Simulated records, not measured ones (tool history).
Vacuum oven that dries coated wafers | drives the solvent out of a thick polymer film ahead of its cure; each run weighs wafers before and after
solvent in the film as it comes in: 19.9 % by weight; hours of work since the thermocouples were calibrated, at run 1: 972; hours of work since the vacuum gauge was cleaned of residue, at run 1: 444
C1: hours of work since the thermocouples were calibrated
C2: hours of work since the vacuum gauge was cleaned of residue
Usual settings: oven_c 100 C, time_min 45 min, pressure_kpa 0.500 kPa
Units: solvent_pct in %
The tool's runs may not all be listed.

{"run": 1, "hour": 0.0, "oven_c": 100, "time_min": 45, "pressure_kpa": 0.5, "C1": 972, "C2": 444, "solvent_pct": 0.64}
{"run": 2, "hour": 31.0, "oven_c": 100, "time_min": 45, "pressure_kpa": 0.5, "C1": 987, "C2": 459, "solvent_pct": 0.645}
{"run": 3, "hour": 74.3, "oven_c": 100, "time_min": 45, "pressure_kpa": 0.5, "C1": 1007, "C2": 479, "solvent_pct": 0.636}
{"hour": 91.5, "done": "oven's thermocouples calibrated"}
{"run": 4, "hour": 105.2, "oven_c": 100, "time_min": 45, "pressure_kpa": 0.5, "C1": 6, "C2": 493, "solvent_pct": 0.666}
{"run": 5, "hour": 127.5, "oven_c": 100, "time_min": 45, "pressure_kpa": 0.5, "C1": 17, "C2": 503, "solvent_pct": 0.667}
{"run": 6, "hour": 164.8, "oven_c": 100, "time_min": 45, "pressure_kpa": 0.5, "C1": 35, "C2": 521, "solvent_pct": 0.669}
{"run": 7, "hour": 205.2, "oven_c": 88, "time_min": 45, "pressure_kpa": 0.5, "C1": 54, "C2": 540, "solvent_pct": 3.147}
{"run": 8, "hour": 230.7, "oven_c": 88, "time_min": 45, "pressure_kpa": 0.99, "C1": 66, "C2": 552, "solvent_pct": 3.287}
{"run": 9, "hour": 259.5, "oven_c": 88, "time_min": 45, "pressure_kpa": 1.146, "C1": 79, "C2": 565, "solvent_pct": 3.329}
{"run": 10, "hour": 291.3, "oven_c": 88, "time_min": 45, "pressure_kpa": 1.146, "C1": 94, "C2": 580, "solvent_pct": 3.332}
{"run": 11, "hour": 321.1, "oven_c": 88, "time_min": 45, "pressure_kpa": 1.146, "C1": 108, "C2": 594, "solvent_pct": 3.334}
{"run": 12, "hour": 350.3, "oven_c": 88, "time_min": 45, "pressure_kpa": 1.146, "C1": 122, "C2": 608, "solvent_pct": 3.322}
{"run": 13, "hour": 375.6, "oven_c": 88, "time_min": 37, "pressure_kpa": 1.146, "C1": 134, "C2": 620, "solvent_pct": 4.337}
{"run": 14, "hour": 399.0, "oven_c": 88, "time_min": 42, "pressure_kpa": 1.146, "C1": 145, "C2": 631, "solvent_pct": 3.664}
{"run": 15, "hour": 436.9, "oven_c": 104, "time_min": 42, "pressure_kpa": 0.35, "C1": 163, "C2": 649, "solvent_pct": 0.394}
{"run": 16, "hour": 460.4, "oven_c": 104, "time_min": 42, "pressure_kpa": 0.35, "C1": 174, "C2": 660, "solvent_pct": 0.392}
{"run": 17, "hour": 480.4, "oven_c": 104, "time_min": 42, "pressure_kpa": 0.35, "C1": 183, "C2": 669, "solvent_pct": 0.392}
{"run": 18, "hour": 516.4, "oven_c": 106, "time_min": 42, "pressure_kpa": 0.441, "C1": 200, "C2": 686, "solvent_pct": 0.287}
{"run": 19, "hour": 553.0, "oven_c": 106, "time_min": 42, "pressure_kpa": 0.441, "C1": 217, "C2": 704, "solvent_pct": 0.28}
{"run": 20, "hour": 583.2, "oven_c": 106, "time_min": 42, "pressure_kpa": 0.441, "C1": 232, "C2": 718, "solvent_pct": 0.287}
{"run": 21, "hour": 622.6, "oven_c": 101, "time_min": 52, "pressure_kpa": 0.64, "C1": 250, "C2": 736, "solvent_pct": 0.405}
{"run": 22, "hour": 644.1, "oven_c": 114, "time_min": 23, "pressure_kpa": 0.5, "C1": 260, "C2": 747, "solvent_pct": 0.468}
{"run": 23, "hour": 669.0, "oven_c": 93, "time_min": 26, "pressure_kpa": 0.289, "C1": 272, "C2": 758, "solvent_pct": 4.367}

Forecast each of these 4 alternatives for the next run:
{"run": "A", "hour": 706.8, "oven_c": 102, "time_min": 54, "pressure_kpa": 0.378, "C1": 290, "C2": 776, "solvent_pct": "?"}
{"run": "B", "hour": 706.8, "oven_c": 99, "time_min": 26, "pressure_kpa": 1.094, "C1": 290, "C2": 776, "solvent_pct": "?"}
{"run": "C", "hour": 706.8, "oven_c": 90, "time_min": 24, "pressure_kpa": 1.613, "C1": 290, "C2": 776, "solvent_pct": "?"}
{"run": "D", "hour": 706.8, "oven_c": 88, "time_min": 36, "pressure_kpa": 0.959, "C1": 290, "C2": 776, "solvent_pct": "?"}

run=A solvent_pct=0.266
run=B solvent_pct=2.718
run=C solvent_pct=6.170
run=D solvent_pct=4.400
Without the tool's hidden state the same runs would have given:
run=A solvent_pct=0.268
run=B solvent_pct=2.853
run=C solvent_pct=6.353
run=D solvent_pct=4.569
